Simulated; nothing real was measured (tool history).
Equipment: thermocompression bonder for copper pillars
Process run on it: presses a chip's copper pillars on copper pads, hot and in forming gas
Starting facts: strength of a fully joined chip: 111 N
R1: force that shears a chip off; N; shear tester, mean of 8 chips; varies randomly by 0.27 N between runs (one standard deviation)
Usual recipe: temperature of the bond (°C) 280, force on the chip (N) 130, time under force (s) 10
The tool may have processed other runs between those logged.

run 1 hour=0 | temperature_of_the_bond_(°C)=280 force_on_the_chip_(N)=130 time_under_force_(s)=10 | R1=81.1
run 2 hour=36.2 | temperature_of_the_bond_(°C)=280 force_on_the_chip_(N)=130 time_under_force_(s)=10 | R1=81.3
run 3 hour=85.6 | temperature_of_the_bond_(°C)=280 force_on_the_chip_(N)=130 time_under_force_(s)=10 | R1=81.2
run 4 hour=124.4 | temperature_of_the_bond_(°C)=280 force_on_the_chip_(N)=130 time_under_force_(s)=10 | R1=80.8
run 5 hour=184.7 | temperature_of_the_bond_(°C)=280 force_on_the_chip_(N)=130 time_under_force_(s)=10 | R1=81.2
run 6 hour=236 | temperature_of_the_bond_(°C)=280 force_on_the_chip_(N)=130 time_under_force_(s)=10 | R1=80.5
run 7 hour=263.3 | temperature_of_the_bond_(°C)=280 force_on_the_chip_(N)=130 time_under_force_(s)=10 | R1=80.8
run 8 hour=291 | temperature_of_the_bond_(°C)=280 force_on_the_chip_(N)=130 time_under_force_(s)=10 | R1=80.4
run 9 hour=324.3 | temperature_of_the_bond_(°C)=280 force_on_the_chip_(N)=130 time_under_force_(s)=10 | R1=80.4
run 10 hour=386.8 | temperature_of_the_bond_(°C)=280 force_on_the_chip_(N)=94 time_under_force_(s)=8 | R1=67.1
-- hour=417 forming gas filter changed
run 11 hour=436 | temperature_of_the_bond_(°C)=280 force_on_the_chip_(N)=167 time_under_force_(s)=8 | R1=82.2
run 12 hour=501.3 | temperature_of_the_bond_(°C)=280 force_on_the_chip_(N)=167 time_under_force_(s)=8 | R1=82.1
run 13 hour=538 | temperature_of_the_bond_(°C)=280 force_on_the_chip_(N)=83 time_under_force_(s)=10 | R1=68.3
run 14 hour=596 | temperature_of_the_bond_(°C)=301 force_on_the_chip_(N)=116 time_under_force_(s)=10 | R1=88.3
run 15 hour=657.5 | temperature_of_the_bond_(°C)=276 force_on_the_chip_(N)=112 time_under_force_(s)=10 | R1=73.8
run 16 hour=689.8 | temperature_of_the_bond_(°C)=305 force_on_the_chip_(N)=112 time_under_force_(s)=18 | R1=97.7

4 options for the next run, each taken on its own from the tool as it stands now. Forecast them:
run A hour=723.1 | temperature_of_the_bond_(°C)=305 force_on_the_chip_(N)=87 time_under_force_(s)=18 | R1=?
run B hour=723.1 | temperature_of_the_bond_(°C)=265 force_on_the_chip_(N)=106 time_under_force_(s)=16 | R1=?
run C hour=723.1 | temperature_of_the_bond_(°C)=252 force_on_the_chip_(N)=125 time_under_force_(s)=22 | R1=?
run D hour=723.1 | temperature_of_the_bond_(°C)=305 force_on_the_chip_(N)=112 time_under_force_(s)=19 | R1=?

run=A R1=93.3
run=B R1=74.1
run=C R1=75.9
run=D R1=98
Stripped of hidden state, with their random variation kept, the same runs would have yielded:
run=A R1=95.2
run=B R1=75.6
run=C R1=77.5
run=D R1=100.1
